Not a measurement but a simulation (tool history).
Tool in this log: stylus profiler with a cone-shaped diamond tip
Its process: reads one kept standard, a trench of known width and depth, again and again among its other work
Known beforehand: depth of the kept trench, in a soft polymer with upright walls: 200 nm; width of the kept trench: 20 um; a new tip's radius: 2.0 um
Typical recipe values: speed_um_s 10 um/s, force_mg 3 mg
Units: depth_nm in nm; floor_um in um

run,hour,speed_um_s,force_mg,depth_nm,floor_um
1,0,10,3,203.48,17.56
2,75.5,10,3,203.04,17.58
3,214.4,10,3,203.21,17.52
4,309.8,10,3,203.26,17.47
5,428.8,10,3,203.15,17.45
6,541.7,5,3,203.08,17.37
7,609.3,5,3,202.89,17.34
8,686.7,5,3,203.12,17.4
9,749.4,5,3,202.97,17.29
10,840.1,5,3,202.77,17.23
11,945.8,10,3,202.77,17.15
12,1074.5,3,3,202.96,17.14
13,1147.4,3,3,202.74,17.07
# hour 1174.8: new tip fitted, height scale calibrated
14,1259.3,3,3,203.37,18.13
15,1360.1,3,3,203.54,18.17
# hour 1373.5: height scale calibrated on a step standard
16,1461.5,10,3,203.41,17.95
17,1593.3,10,3,203.18,17.83
18,1679,12,2.31,202.67,17.81
19,1787.4,5,2.31,202.81,17.83
20,1910.1,40,4.32,204.36,17.56
# hour 2013.8: height scale calibrated on a step standard, once more
21,2016.7,3,1.18,201.99,17.66
22,2131.5,2,5.51,205.3,17.61
23,2244.1,3,1.82,202.46,17.57
24,2331.3,3,1.82,202.34,17.52
25,2402,4,1.49,202.01,17.44
26,2520.4,4,1.49,202.01,17.31
27,2596,10,1.69,202.18,17.32
28,2700.5,3,5.26,205.09,17.32
29,2826.3,10,7.51,206.21,17.25
30,2897.9,10,2.05,202.34,17.18
31,3027.6,24,2.71,203.01,17.05
32,3144.2,2,2.55,202.89,17.1

Below are 4 alternative next runs, each starting from the tool's condition after run 32. Predict each:
A,3230.3,10,3.28,?,?
B,3230.3,2,3.24,?,?
C,3230.3,10,8.45,?,?
D,3230.3,2,4,?,?

run,depth_nm,floor_um
A,203.26,17.09
B,203.26,17.05
C,206.51,17.05
D,203.87,17.07
Without the tool's hidden state the same runs would have given:
run,depth_nm,floor_um
A,203.85,18.28
B,203.85,18.24
C,207.11,18.24
D,204.46,18.26
